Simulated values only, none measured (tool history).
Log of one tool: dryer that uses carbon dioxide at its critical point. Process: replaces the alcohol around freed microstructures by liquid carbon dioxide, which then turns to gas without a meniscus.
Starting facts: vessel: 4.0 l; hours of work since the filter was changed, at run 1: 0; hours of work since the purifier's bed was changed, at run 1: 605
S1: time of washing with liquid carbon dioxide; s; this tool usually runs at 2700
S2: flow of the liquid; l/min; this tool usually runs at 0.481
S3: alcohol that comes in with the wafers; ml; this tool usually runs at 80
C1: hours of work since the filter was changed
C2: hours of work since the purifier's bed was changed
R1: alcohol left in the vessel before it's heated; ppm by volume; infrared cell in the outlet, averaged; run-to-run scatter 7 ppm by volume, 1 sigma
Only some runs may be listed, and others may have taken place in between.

run     day    S1     S2   S3   C1   C2    R1
  1       0  2700  0.481   80    0  605   423
  2   0.779  2700  0.414   80   13  618   696
  3    1.55  2700  0.414   80   26  631   693
  4   2.329  4080  0.414   80   39  644   233
  5   3.171  1920  0.481   80   53  658  1267
  6   4.438  1920  0.481   49   74  679   830
  7   5.779  2700  0.481   80   97  702   510
  8   6.746  2700  0.481   80  113  718   533
  9   8.183  2700  0.481   80  137  742   557
 10   9.571  2700  0.481   80  161  766   575
 11  10.833  2700  0.797   80  182  787   185
 12  11.429  2700  0.797   80  192  797   193
 13    12.7  2700  0.797   80  213  818   201
 14  14.096  2700  0.797   80  236  841   203
 15  15.442  2700  0.481  108  259  864   881
     15.583  -- inlet filter changed
 16  16.817  2700  0.481  108   21  886   633
 17  18.183  2460   0.42   31   44  909   473
 18  19.138  2700  0.373   77   60  925  1035
 19  19.754  1980  0.456   79   70  936  1398
 20   20.95  1920  0.549   56   90  956   741
 21  22.367  1920  0.549   56  114  979   786
 22      23  3480  0.654  116  124  990   215
     23.842  -- purifier's bed changed
 23  24.092  2700  0.683   31  141    4    38
 24  25.221  2340  0.528   57  160   23   403
 25  26.421  1680  0.733   90  180   43   675
 26  27.392  4200  0.498   41  196   60    39
 27  28.292  4200  0.498   41  211   75    42
 28  29.738  3120  0.462  110  235   99   501
 29  31.129  2700  0.693   70  259  122   124
     31.292  -- inlet filter changed
 30  31.904  2700  0.693   70   10  135    82
 31   32.95  3000    0.4   78   28  152   461

5 options for the next run, each taken on its own from the tool as it stands now. Forecast them:
  A  33.592  3000    0.4  108  39  163   ?
  B  33.592  3060   0.52   20  39  163   ?
  C  33.592  3000  0.427   46  39  163   ?
  D  33.592  2040  0.502   80  39  163   ?
  E  33.592  2220  0.515   78  39  163   ?

run   R1
  A  637
  B   63
  C  235
  D  859
  E  582
With no hidden state in the tool, these same runs would have given:
run   R1
  A  568
  B   32
  C  192
  D  785
  E  519
